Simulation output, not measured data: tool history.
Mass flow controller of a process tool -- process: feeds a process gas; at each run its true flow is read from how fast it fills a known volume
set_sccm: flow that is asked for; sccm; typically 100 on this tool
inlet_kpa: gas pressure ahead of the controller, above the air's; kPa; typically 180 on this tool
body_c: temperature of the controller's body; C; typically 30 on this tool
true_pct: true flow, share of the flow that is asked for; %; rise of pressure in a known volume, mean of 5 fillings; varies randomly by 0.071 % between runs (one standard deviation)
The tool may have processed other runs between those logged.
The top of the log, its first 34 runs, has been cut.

{"run": 35, "hour": 7757.3, "set_sccm": 83, "inlet_kpa": 159, "body_c": 24, "true_pct": 98.87}
{"run": 36, "hour": 8049.0, "set_sccm": 83, "inlet_kpa": 159, "body_c": 27, "true_pct": 98.99}
{"run": 37, "hour": 8203.4, "set_sccm": 83, "inlet_kpa": 162, "body_c": 26, "true_pct": 99.15}
{"run": 38, "hour": 8414.6, "set_sccm": 67, "inlet_kpa": 188, "body_c": 23, "true_pct": 98.82}
{"run": 39, "hour": 8629.8, "set_sccm": 67, "inlet_kpa": 188, "body_c": 23, "true_pct": 98.93}
{"run": 40, "hour": 8771.7, "set_sccm": 25, "inlet_kpa": 180, "body_c": 30, "true_pct": 99.2}
{"run": 41, "hour": 8912.1, "set_sccm": 25, "inlet_kpa": 180, "body_c": 30, "true_pct": 99.05}
{"run": 42, "hour": 9053.9, "set_sccm": 100, "inlet_kpa": 180, "body_c": 23, "true_pct": 98.97}
{"run": 43, "hour": 9250.4, "set_sccm": 100, "inlet_kpa": 180, "body_c": 27, "true_pct": 99.37}

Branching from run 43: 3 alternative next runs. What would each branch give?
{"run": "A", "hour": 9476.1, "set_sccm": 187, "inlet_kpa": 180, "body_c": 32, "true_pct": "?"}
{"run": "B", "hour": 9476.1, "set_sccm": 100, "inlet_kpa": 180, "body_c": 37, "true_pct": "?"}
{"run": "C", "hour": 9476.1, "set_sccm": 52, "inlet_kpa": 226, "body_c": 22, "true_pct": "?"}

run=A true_pct=100.36
run=B true_pct=100.3
run=C true_pct=98.83
Without the tool's hidden state the same runs would have given:
run=A true_pct=100.35
run=B true_pct=100.29
run=C true_pct=98.82

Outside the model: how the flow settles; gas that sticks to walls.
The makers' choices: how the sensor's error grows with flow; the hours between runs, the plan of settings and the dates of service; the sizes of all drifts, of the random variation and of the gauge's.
